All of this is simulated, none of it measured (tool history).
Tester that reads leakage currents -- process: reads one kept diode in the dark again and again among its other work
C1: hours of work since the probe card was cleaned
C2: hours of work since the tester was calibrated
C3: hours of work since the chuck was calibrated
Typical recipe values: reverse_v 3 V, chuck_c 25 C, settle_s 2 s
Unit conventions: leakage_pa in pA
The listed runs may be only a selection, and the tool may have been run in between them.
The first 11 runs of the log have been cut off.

run 12 hour=247.6 | reverse_v=10.94 chuck_c=25 settle_s=2 | C1=1513 C2=353 C3=112 | leakage_pa=272.81
run 13 hour=271.8 | reverse_v=10.94 chuck_c=25 settle_s=2 | C1=1524 C2=363 C3=122 | leakage_pa=273.42
run 14 hour=302 | reverse_v=3 chuck_c=25 settle_s=2 | C1=1537 C2=376 C3=135 | leakage_pa=140.82
run 15 hour=318.9 | reverse_v=2.14 chuck_c=25 settle_s=2 | C1=1544 C2=383 C3=142 | leakage_pa=118.02
run 16 hour=341.3 | reverse_v=3 chuck_c=35 settle_s=2 | C1=1553 C2=393 C3=152 | leakage_pa=327.43
run 17 hour=365.3 | reverse_v=3 chuck_c=35 settle_s=2 | C1=1563 C2=403 C3=162 | leakage_pa=329.97
-- hour=368.6 tester calibrated
run 18 hour=381.1 | reverse_v=4.77 chuck_c=25 settle_s=2 | C1=1569 C2=5 C3=168 | leakage_pa=175.72
run 19 hour=405.5 | reverse_v=1.38 chuck_c=25 settle_s=2 | C1=1580 C2=16 C3=178 | leakage_pa=93.65
run 20 hour=425.3 | reverse_v=1.38 chuck_c=25 settle_s=2 | C1=1588 C2=24 C3=187 | leakage_pa=92.91
run 21 hour=443.7 | reverse_v=6.1 chuck_c=25 settle_s=6.53 | C1=1596 C2=32 C3=194 | leakage_pa=197.66
run 22 hour=457.1 | reverse_v=6.1 chuck_c=51 settle_s=6.53 | C1=1601 C2=38 C3=200 | leakage_pa=1658.52
run 23 hour=471.1 | reverse_v=3.49 chuck_c=29 settle_s=1.01 | C1=1607 C2=43 C3=206 | leakage_pa=211.44
run 24 hour=498.4 | reverse_v=2 chuck_c=29 settle_s=1.01 | C1=1619 C2=55 C3=218 | leakage_pa=158.8
run 25 hour=514.8 | reverse_v=3 chuck_c=34 settle_s=2 | C1=1626 C2=62 C3=225 | leakage_pa=297.74
run 26 hour=527.5 | reverse_v=1.91 chuck_c=25 settle_s=2.69 | C1=1631 C2=67 C3=230 | leakage_pa=108.76
-- hour=531.7 tester calibrated, once more
run 27 hour=559.8 | reverse_v=2.44 chuck_c=27 settle_s=2.69 | C1=1644 C2=12 C3=243 | leakage_pa=145.36
run 28 hour=587.7 | reverse_v=2.14 chuck_c=53 settle_s=1.05 | C1=1656 C2=24 C3=255 | leakage_pa=1130.07
run 29 hour=615.1 | reverse_v=5.19 chuck_c=53 settle_s=6.03 | C1=1668 C2=35 C3=266 | leakage_pa=1748.24
run 30 hour=646.6 | reverse_v=1.18 chuck_c=59 settle_s=4.1 | C1=1681 C2=49 C3=280 | leakage_pa=1298.27
run 31 hour=670.4 | reverse_v=4.2 chuck_c=59 settle_s=0.4 | C1=1691 C2=59 C3=290 | leakage_pa=2436.49
run 32 hour=701.1 | reverse_v=3.72 chuck_c=37 settle_s=1 | C1=1704 C2=72 C3=303 | leakage_pa=415.64
run 33 hour=727.7 | reverse_v=6.81 chuck_c=25 settle_s=4.69 | C1=1715 C2=83 C3=314 | leakage_pa=201.89
run 34 hour=742.3 | reverse_v=1.43 chuck_c=25 settle_s=4.69 | C1=1721 C2=89 C3=320 | leakage_pa=91
run 35 hour=759.7 | reverse_v=1.43 chuck_c=25 settle_s=4.69 | C1=1729 C2=97 C3=328 | leakage_pa=90.68
run 36 hour=782.2 | reverse_v=1.43 chuck_c=25 settle_s=4.69 | C1=1738 C2=106 C3=337 | leakage_pa=90.86

Consider 5 possible next runs. They are alternatives, not a sequence: every one starts from the tool as it was left by run 36. What does each give?
run A hour=797.5 | reverse_v=5.53 chuck_c=35 settle_s=4.69 | C1=1745 C2=113 C3=344 | leakage_pa=?
run B hour=797.5 | reverse_v=9.7 chuck_c=42 settle_s=6.61 | C1=1745 C2=113 C3=344 | leakage_pa=?
run C hour=797.5 | reverse_v=2.07 chuck_c=39 settle_s=2.42 | C1=1745 C2=113 C3=344 | leakage_pa=?
run D hour=797.5 | reverse_v=2.32 chuck_c=47 settle_s=9.84 | C1=1745 C2=113 C3=344 | leakage_pa=?
run E hour=797.5 | reverse_v=7.23 chuck_c=29 settle_s=2.84 | C1=1745 C2=113 C3=344 | leakage_pa=?

run=A leakage_pa=424.69
run=B leakage_pa=996.82
run=C leakage_pa=360.71
run=D leakage_pa=720.4
run=E leakage_pa=292.28
With the hidden condition removed and each run's random variation left untouched, the same runs would have given:
run=A leakage_pa=466.08
run=B leakage_pa=1092.1
run=C leakage_pa=397.33
run=D leakage_pa=791.29
run=E leakage_pa=318.77
